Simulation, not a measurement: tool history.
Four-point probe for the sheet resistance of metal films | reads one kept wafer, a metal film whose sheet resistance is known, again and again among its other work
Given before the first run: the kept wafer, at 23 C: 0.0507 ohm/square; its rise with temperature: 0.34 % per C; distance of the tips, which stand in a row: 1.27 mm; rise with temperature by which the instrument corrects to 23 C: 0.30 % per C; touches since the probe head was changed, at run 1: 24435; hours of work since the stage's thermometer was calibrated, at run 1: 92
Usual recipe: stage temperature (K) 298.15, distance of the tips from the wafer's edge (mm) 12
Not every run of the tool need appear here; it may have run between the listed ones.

run    hour  stage temperature (K)  distance of the tips from the wafer's edge (mm)  touches since the probe head was changed  hours of work since the stage's thermometer was calibrated  sheet resistance as the instrument gives it (ohm/square)
  1     0.0                 298.15                                               12                                     24435                                                          92                                                  0.051626
  2   102.0                 305.15                                               12                                     25539                                                         134                                                  0.051774
  3   197.0                 298.15                                               12                                     26567                                                         172                                                  0.051644
  4   309.1                 303.15                                               12                                     27782                                                         218                                                  0.051750
  5   390.5                 300.15                                               12                                     28663                                                         251                                                  0.051707
  6   455.8                 300.15                                               12                                     29369                                                         277                                                  0.051703
  7   542.2                 300.15                                               61                                     30305                                                         312                                                  0.051395
  8   647.0                 296.15                                               12                                     31439                                                         355                                                  0.051659
  9   776.8                 296.15                                               12                                     32845                                                         407                                                  0.051649
 10   876.9                 296.15                                               12                                     33929                                                         448                                                  0.051656
 11   956.2                 298.15                                               12                                     34788                                                         480                                                  0.051706
 12  1082.5                 298.15                                               12                                     36154                                                         531                                                  0.051740
 13  1193.6                 298.15                                               22                                     37358                                                         576                                                  0.051513
 14  1307.9                 298.15                                               12                                     38595                                                         623                                                  0.051740
 15  1376.9                 298.15                                               12                                     39342                                                         651                                                  0.051741
 16  1494.7                 298.15                                               12                                     40617                                                         699                                                  0.051754
 17  1571.0                 298.15                                               12                                     41443                                                         729                                                  0.051770
 18  1628.6                 293.15                                               10                                     42067                                                         753                                                  0.051809
 19  1752.8                 293.15                                               10                                     43412                                                         803                                                  0.051812
 20  1881.9                 301.15                                                6                                     44809                                                         856                                                  0.052760
 21  1990.7                 303.15                                                7                                     45987                                                         900                                                  0.052499
 22  2120.0                 303.15                                                7                                     47387                                                         952                                                  0.052492
 23  2194.4                 298.15                                               40                                     48192                                                         982                                                  0.051548
 24  2280.2                 298.15                                               40                                     49121                                                        1017                                                  0.051536
 25  2394.1                 292.15                                               29                                     50354                                                        1063                                                  0.051456
 26  2453.1                 292.15                                               29                                     50994                                                        1087                                                  0.051449
 27  2538.9                 292.15                                               29                                     51922                                                        1122                                                  0.051478
 28  2640.9                 301.15                                                6                                     53027                                                        1163                                                  0.052828
 29  2733.6                 301.15                                                6                                     54030                                                        1201                                                  0.052835
 30  2790.9                 299.15                                               14                                     54651                                                        1224                                                  0.051821
 31  2907.0                 299.15                                               14                                     55907                                                        1271                                                  0.051826
 32  3012.9                 299.15                                               14                                     57054                                                        1314                                                  0.051846
 33  3082.0                 300.15                                               26                                     57803                                                        1342                                                  0.051705
 34  3159.9                 300.15                                               26                                     58646                                                        1374                                                  0.051713

Had the tool no unlogged condition, and each run kept its random variation, what would the results have been?
The hidden state here: inner tips' distance over the nominal, %; tips' flats over new ones', %; wafer's true temperature over the reading, C; drift of the gauge itself on sheet_ohm, %.
run  sheet resistance as the instrument gives it (ohm/square)
  1                                                  0.051053
  2                                                  0.051189
  3                                                  0.051052
  4                                                  0.051146
  5                                                  0.051096
  6                                                  0.051088
  7                                                  0.050774
  8                                                  0.051026
  9                                                  0.051005
 10                                                  0.051003
 11                                                  0.051045
 12                                                  0.051067
 13                                                  0.050832
 14                                                  0.051046
 15                                                  0.051040
 16                                                  0.051043
 17                                                  0.051052
 18                                                  0.051085
 19                                                  0.051077
 20                                                  0.052001
 21                                                  0.051734
 22                                                  0.051715
 23                                                  0.050776
 24                                                  0.050756
 25                                                  0.050667
 26                                                  0.050655
 27                                                  0.050676
 28                                                  0.051998
 29                                                  0.051997
 30                                                  0.050993
 31                                                  0.050988
 32                                                  0.050998
 33                                                  0.050854
 34                                                  0.050855
